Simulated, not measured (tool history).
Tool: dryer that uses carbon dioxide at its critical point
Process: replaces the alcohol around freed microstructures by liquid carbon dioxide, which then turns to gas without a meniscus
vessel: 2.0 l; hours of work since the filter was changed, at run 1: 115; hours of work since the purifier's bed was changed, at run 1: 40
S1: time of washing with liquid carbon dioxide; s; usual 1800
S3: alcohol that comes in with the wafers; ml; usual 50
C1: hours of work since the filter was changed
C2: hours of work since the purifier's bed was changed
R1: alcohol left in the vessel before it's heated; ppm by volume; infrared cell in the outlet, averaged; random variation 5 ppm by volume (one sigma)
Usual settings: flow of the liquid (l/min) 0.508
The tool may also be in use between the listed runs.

Run 1, hour 0.0: usual settings; C1 115; C2 40. Result: R1 60 ppm by volume.
Run 2, hour 7.7: usual settings but S3 36 ml; C1 118; C2 43. Result: R1 40 ppm by volume.
Run 3, hour 14.8: usual settings but flow of the liquid (l/min) 0.433, S3 36 ml; C1 121; C2 46. Result: R1 95 ppm by volume.
Run 4, hour 20.0: usual settings but S1 1680 s, flow of the liquid (l/min) 0.433, S3 36 ml; C1 123; C2 48. Result: R1 112 ppm by volume.
Run 5, hour 28.3: usual settings but S1 1680 s, flow of the liquid (l/min) 0.433, S3 36 ml; C1 127; C2 52. Result: R1 114 ppm by volume.
Run 6, hour 37.0: usual settings but S1 1680 s, flow of the liquid (l/min) 0.750, S3 36 ml; C1 131; C2 56. Result: R1 32 ppm by volume.
Run 7, hour 44.3: usual settings but S1 1680 s, flow of the liquid (l/min) 0.750, S3 36 ml; C1 134; C2 59. Result: R1 26 ppm by volume.
Run 8, hour 53.6: usual settings but S1 1680 s, flow of the liquid (l/min) 0.750, S3 36 ml; C1 138; C2 63. Result: R1 35 ppm by volume.
Run 9, hour 62.8: usual settings but S1 1680 s, flow of the liquid (l/min) 0.750, S3 85 ml; C1 142; C2 67. Result: R1 34 ppm by volume.
Run 10, hour 68.5: usual settings but S1 1680 s, flow of the liquid (l/min) 0.750, S3 85 ml; C1 144; C2 69. Result: R1 33 ppm by volume.
Run 11, hour 77.9: usual settings but S1 1680 s, flow of the liquid (l/min) 0.750, S3 85 ml; C1 148; C2 73. Result: R1 33 ppm by volume.
Run 12, hour 89.0: usual settings but S1 1080 s, flow of the liquid (l/min) 0.750, S3 85 ml; C1 153; C2 78. Result: R1 160 ppm by volume.
Run 13, hour 96.8: usual settings but S1 1080 s, flow of the liquid (l/min) 0.672, S3 85 ml; C1 156; C2 81. Result: R1 273 ppm by volume.
Run 14, hour 103.7: usual settings; C1 159; C2 84. Result: R1 67 ppm by volume.
Run 15, hour 114.6: usual settings but S1 1920 s, flow of the liquid (l/min) 0.349, S3 87 ml; C1 164; C2 89. Result: R1 422 ppm by volume.
Run 16, hour 124.7: usual settings but S1 1620 s, flow of the liquid (l/min) 0.514, S3 26 ml; C1 168; C2 93. Result: R1 70 ppm by volume.
Run 17, hour 133.7: usual settings but S1 2280 s, flow of the liquid (l/min) 0.796, S3 26 ml; C1 172; C2 97. Result: R1 34 ppm by volume.
Run 18, hour 142.0: usual settings but S1 1920 s, S3 33 ml; C1 175; C2 100. Result: R1 62 ppm by volume.
Run 19, hour 146.8: usual settings but S1 1680 s, flow of the liquid (l/min) 0.564, S3 112 ml; C1 178; C2 103. Result: R1 97 ppm by volume.
Run 20, hour 153.5: usual settings but S1 1680 s, flow of the liquid (l/min) 0.564, S3 112 ml; C1 180; C2 105. Result: R1 111 ppm by volume.
Run 21, hour 164.9: usual settings but flow of the liquid (l/min) 0.393, S3 55 ml; C1 185; C2 110. Result: R1 236 ppm by volume.
Run 22, hour 175.5: usual settings but flow of the liquid (l/min) 0.393, S3 55 ml; C1 190; C2 115. Result: R1 239 ppm by volume.
Run 23, hour 183.4: usual settings but S1 2160 s, flow of the liquid (l/min) 0.646, S3 72 ml; C1 193; C2 118. Result: R1 40 ppm by volume.

Forecast run 24:
Run 24, hour 193.4: usual settings but flow of the liquid (l/min) 0.642, S3 63 ml; C1 197; C2 122. Result: R1 ?.

Run 24 gave R1 41 ppm by volume.
Without the tool's hidden state the same run would have given R1 0 ppm by volume.

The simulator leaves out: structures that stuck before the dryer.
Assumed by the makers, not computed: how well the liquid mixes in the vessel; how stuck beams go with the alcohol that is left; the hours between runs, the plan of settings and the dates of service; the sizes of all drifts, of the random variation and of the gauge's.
